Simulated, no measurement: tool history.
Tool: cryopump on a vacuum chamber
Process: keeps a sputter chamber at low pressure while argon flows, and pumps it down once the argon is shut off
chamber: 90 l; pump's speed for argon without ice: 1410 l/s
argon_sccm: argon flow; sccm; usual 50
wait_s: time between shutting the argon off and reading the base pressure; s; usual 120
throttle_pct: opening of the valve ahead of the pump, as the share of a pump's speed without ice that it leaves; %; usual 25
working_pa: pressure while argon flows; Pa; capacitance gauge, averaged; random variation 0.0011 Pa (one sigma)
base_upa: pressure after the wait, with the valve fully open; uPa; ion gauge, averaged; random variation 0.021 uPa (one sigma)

run    hour  argon_sccm  wait_s  throttle_pct  working_pa  base_upa
  1     0.0          50     120            25      0.2479      3.17
  2    67.0          80     120            25      0.3970      3.24
  3   133.6          80     120            25      0.3995      3.37
  4   182.7          80     120            25      0.4016      3.38
  5   238.6          50     120            49      0.1334      3.38
  6   306.8          24     120            25      0.1221      3.53
  7   342.7          24     120            25      0.1233      3.61
  8   375.3          24     120            25      0.1214      3.58
  9   439.0          24     120            25      0.1216      3.80
 10   485.4          24     120            25      0.1238      3.73
 11   516.7          24      96            25      0.1238      3.94
 12   567.3          24      96            25      0.1234      3.93
 13   625.0          24      96            25      0.1250      3.97
 14   672.6          24      96            25      0.1246      3.99
 15   737.1          68     120            25      0.3595      4.23
      776.8  -- pump warmed up, emptied and cooled again
 16   776.8          68     120            25      0.3269      3.18
 17   821.6          68     120            25      0.3262      3.33
 18   853.3          67      42            44      0.1857      3.85
 19   911.7          50     120            18      0.3350      3.26
 20   971.4          50     120            18      0.3362      3.38
 21  1022.5          50     120            26      0.2357      3.43
 22  1066.2          50     165            29      0.2137      3.37
     1088.7  -- leaking fittings of the chamber tightened, without venting
 23  1124.1          22     120            53      0.0522      0.52
 24  1181.7          22     120            53      0.0526      0.55
 25  1237.2          63     120            39      0.2047      0.58
 26  1294.3          63     120            39      0.2066      0.61
 27  1328.4          30     108            39      0.0983      0.67
 28  1362.0          50      69            46      0.1409      0.82
 29  1397.8          50      69            46      0.1418      0.85
 30  1442.2          50      84            25      0.2513      0.76
 31  1500.4          24     120            52      0.0610      0.74
 32  1551.6          83     120            16      0.6446      0.75

Hidden state or all else? Some run-to-run changes of working_pa, split into what the settings, what came in and random variation would give without the hidden state, and what is left for the hidden state (with any gauge scatter that isn't in both results):
The hidden state here: pump's speed, % of a pump's without ice; cold plate's temperature, K; leak into the chamber, uPa l/s; drift of the gauge itself on working_pa, %; drift of the gauge itself on base_upa, %.
Run 4 -> 5: argon_sccm 80 -> 50, throttle_pct 25 -> 49. working_pa -0.2682 Pa: hidden state -0.0057, all else -0.2625.
Run 14 -> 15: argon_sccm 24 -> 68, wait_s 96 -> 120. working_pa +0.2349 Pa: hidden state +0.0202, all else +0.2147.
Run 15 -> 16: pump warmed up, emptied and cooled again. working_pa -0.0326 Pa: hidden state -0.0281, all else -0.0045.
Run 31 -> 32: argon_sccm 24 -> 83, throttle_pct 52 -> 16. working_pa +0.5836 Pa: hidden state +0.0165, all else +0.5671.
